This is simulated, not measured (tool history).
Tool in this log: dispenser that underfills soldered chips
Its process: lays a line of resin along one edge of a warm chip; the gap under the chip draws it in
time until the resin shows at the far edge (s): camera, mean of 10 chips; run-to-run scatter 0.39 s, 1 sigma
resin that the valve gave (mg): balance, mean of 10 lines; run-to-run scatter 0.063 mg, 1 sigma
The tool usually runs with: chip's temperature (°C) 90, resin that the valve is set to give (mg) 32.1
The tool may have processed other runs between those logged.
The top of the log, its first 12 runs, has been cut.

run,hour,chip's temperature (°C),resin that the valve is set to give (mg),hours of work since the syringe was changed,hours of work since the valve was cleaned,hours of work since the stage was calibrated,time until the resin shows at the far edge (s),resin that the valve gave (mg)
# hour 111.2: new syringe of resin
13,114.4,102,32.1,2,70,198,18.5,31.34
# hour 124.4: new syringe of resin
14,124.4,102,32.1,0,77,205,16.5,31.32
# hour 127.6: dispensing valve cleaned and set on the balance
15,134.2,102,32.1,6,5,211,22.2,32.06
# hour 138.4: new syringe of resin
16,143.8,90,29.1,4,11,217,33.0,28.97
# hour 151.5: new syringe of resin
17,154.5,90,32.1,2,18,225,29.4,31.84
# hour 164.4: new syringe of resin
18,164.4,95,39.2,0,25,231,20.9,38.72
19,170.7,95,28.6,4,29,236,28.4,28.21
20,176.4,76,39.3,8,33,240,75.2,38.72
# hour 177.7: new syringe of resin
21,182.0,96,38.9,3,37,243,24.4,38.36
# hour 191.0: new syringe of resin
22,191.0,98,29.8,0,43,250,18.6,29.26
23,196.5,88,36.5,4,47,253,34.4,35.78
# hour 204.3: new syringe of resin
24,204.5,98,30.3,0,52,259,19.3,29.64
25,216.3,98,30.3,8,61,267,30.3,29.57
# hour 217.4: new syringe of resin
26,226.2,102,29.6,6,67,274,23.9,28.72
# hour 230.7: new syringe of resin
27,235.3,99,32.7,3,73,280,22.1,31.81
# hour 243.7: dispensing valve cleaned and set on the balance
# hour 244.8: new syringe of resin
28,248.2,93,27.6,2,3,288,27.5,27.61
# hour 257.9: new syringe of resin
29,261.1,102,34.2,2,12,297,18.6,34.10
# hour 271.4: new syringe of resin
30,273.8,96,28.1,2,20,305,23.7,27.88
31,283.5,79,36.9,8,27,312,66.4,36.61
# hour 284.8: new syringe of resin
32,293.8,79,34.3,6,34,319,58.6,33.95
# hour 298.2: new syringe of resin
33,299.8,88,34.7,1,38,323,29.4,34.30
34,309.1,88,34.7,8,45,330,43.7,34.24

Each row is a separate what-if for the run after 34, all from the same tool condition, not one after another. Results?
# hour 311.8: new syringe of resin
A,319.2,88,34.7,5,51,336,?,?
# hour 311.8: new syringe of resin
B,319.2,90,28.2,5,51,336,?,?
# hour 311.8: new syringe of resin
C,319.2,103,32.1,5,51,336,?,?
# hour 311.8: new syringe of resin
D,319.2,83,28.6,5,51,336,?,?

run,time until the resin shows at the far edge (s),resin that the valve gave (mg)
A,38.6,34.12
B,37.7,27.71
C,21.7,31.40
D,50.5,28.01
With the hidden condition removed and each run's random variation left untouched, the same runs would have given:
run,time until the resin shows at the far edge (s),resin that the valve gave (mg)
A,27.0,34.72
B,26.4,28.19
C,15.3,31.95
D,35.2,28.50

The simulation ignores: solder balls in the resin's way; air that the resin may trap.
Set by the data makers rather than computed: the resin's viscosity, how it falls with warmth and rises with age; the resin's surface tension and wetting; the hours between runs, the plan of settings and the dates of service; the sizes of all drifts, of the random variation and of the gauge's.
